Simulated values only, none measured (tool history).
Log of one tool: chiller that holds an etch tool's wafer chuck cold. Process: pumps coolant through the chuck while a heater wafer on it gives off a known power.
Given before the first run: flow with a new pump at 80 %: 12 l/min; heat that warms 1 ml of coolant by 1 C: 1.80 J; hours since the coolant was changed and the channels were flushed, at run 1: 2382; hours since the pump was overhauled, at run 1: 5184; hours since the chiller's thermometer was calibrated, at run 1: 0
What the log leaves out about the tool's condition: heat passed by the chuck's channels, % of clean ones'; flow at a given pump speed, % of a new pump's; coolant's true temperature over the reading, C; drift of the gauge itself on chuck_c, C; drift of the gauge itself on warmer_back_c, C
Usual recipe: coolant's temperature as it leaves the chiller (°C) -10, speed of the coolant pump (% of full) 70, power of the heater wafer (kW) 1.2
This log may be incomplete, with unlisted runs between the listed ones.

run    hour  coolant's temperature as it leaves the chiller (°C)  speed of the coolant pump (% of full)  power of the heater wafer (kW)  hours since the coolant was changed and the channels were flushed  hours since the pump was overhauled  hours since the chiller's thermometer was calibrated  chuck's temperature once it has settled (°C)  how much warmer the coolant comes back (C)
  1       0                                                  -10                                     70                             1.2                                                               2382                                 5184                                                     0                                           4.7                                        3.82
  2   130.2                                                  -10                                     70                             1.2                                                               2513                                 5314                                                   130                                           4.8                                        3.86
  3   255.1                                                  -15                                     70                             1.2                                                               2638                                 5439                                                   255                                          -0.4                                        3.81
  4   365.7                                                  -15                                     70                             1.2                                                               2748                                 5550                                                   366                                          -0.3                                        3.87
  5   483.3                                                  -15                                     70                            0.95                                                               2866                                 5667                                                   483                                          -3.3                                        3.03
  6   571.7                                                  -15                                     70                            0.95                                                               2954                                 5755                                                   572                                          -3.5                                        3.05
  7   642.9                                                  -13                                     70                             1.2                                                               3025                                 5827                                                   643                                           1.5                                        3.87
  8   727.5                                                  -13                                     70                             1.2                                                               3110                                 5911                                                   728                                           1.7                                        3.87
      797.8  -- coolant pump overhauled
  9   829.3                                                  -13                                     70                             1.2                                                               3207                                   32                                                   824                                           1.7                                        3.86
 10   957.6                                                  -13                                     70                             1.2                                                               3335                                  160                                                   953                                           1.8                                        3.86
 11  1037.4                                                  -13                                     70                             1.2                                                               3415                                  240                                                  1032                                           1.8                                        3.84
 12  1160.2                                                  -10                                     77                             1.2                                                               3538                                  362                                                  1155                                           3.8                                        3.46
 13  1288.7                                                  -10                                     77                             1.2                                                               3666                                  491                                                  1284                                           3.9                                        3.47
 14  1387.3                                                  -10                                     70                             1.2                                                               3765                                  589                                                  1382                                           4.6                                        3.83
 15  1502.9                                                  -10                                     70                             1.2                                                               3880                                  705                                                  1498                                           4.5                                         3.9
 16  1612.8                                                  -18                                     70                             1.2                                                               3990                                  815                                                  1608                                          -3.2                                        3.85
 17  1752.9                                                  -10                                     79                             1.2                                                               4130                                  955                                                  1748                                           3.4                                        3.42
 18  1831.7                                                  -10                                     88                           1.578                                                               4209                                 1034                                                  1827                                           6.4                                         3.9
     1921.7  -- coolant changed, channels flushed
 19  1958.4                                                   -5                                     89                           0.672                                                                 37                                 1155                                                  1947                                           1.7                                         1.7
 20    2029                                                  -15                                     70                           1.797                                                                107                                 1225                                                  2018                                           7.1                                        5.78
 21    2139                                                  -15                                     70                           1.797                                                                217                                 1335                                                  2128                                           7.1                                        5.74
 22  2273.7                                                  -10                                     86                           0.672                                                                352                                 1470                                                  2263                                          -2.9                                        1.74
 23  2335.1                                                  -13                                     90                           1.098                                                                413                                 1531                                                  2324                                          -1.9                                        2.68
 24  2447.6                                                  -13                                     90                           1.098                                                                526                                 1644                                                  2437                                          -1.8                                        2.69
 25  2543.5                                                  -14                                     70                             1.2                                                                622                                 1740                                                  2532                                           0.9                                        3.86
 26  2613.1                                                  -14                                     70                             1.2                                                                691                                 1809                                                  2602                                           0.6                                        3.84
 27  2695.3                                                   -4                                     70                             1.2                                                                774                                 1892                                                  2684                                          10.8                                        3.84
 28  2839.2                                                   -8                                     70                           0.657                                                                918                                 2035                                                  2828                                           0.1                                        2.12
 29  2939.2                                                  -19                                     75                           0.812                                                               1017                                 2135                                                  2928                                          -9.6                                        2.39
 30  3087.1                                                   -9                                     88                           0.812                                                               1165                                 2283                                                  3076                                          -0.7                                        2.07
 31  3155.3                                                  -13                                     62                           1.546                                                               1234                                 2352                                                  3144                                           7.8                                        5.61
 32  3257.1                                                  -10                                     70                           1.209                                                               1335                                 2453                                                  3246                                           4.7                                        3.92
 33  3406.7                                                   -9                                     74                           1.172                                                               1485                                 2603                                                  3396                                           4.8                                         3.6

Entry by entry between the runs, the difference in hidden state between the last listed run before and the first listed run after:
Between runs 8 and 9: coolant pump overhauled (hour 797.8)
  flow at a given pump speed, % of a new pump's: 99.8 -> 100
Between runs 18 and 19: coolant changed, channels flushed (hour 1921.7)
  heat passed by the chuck's channels, % of clean ones': 99.7 -> 100

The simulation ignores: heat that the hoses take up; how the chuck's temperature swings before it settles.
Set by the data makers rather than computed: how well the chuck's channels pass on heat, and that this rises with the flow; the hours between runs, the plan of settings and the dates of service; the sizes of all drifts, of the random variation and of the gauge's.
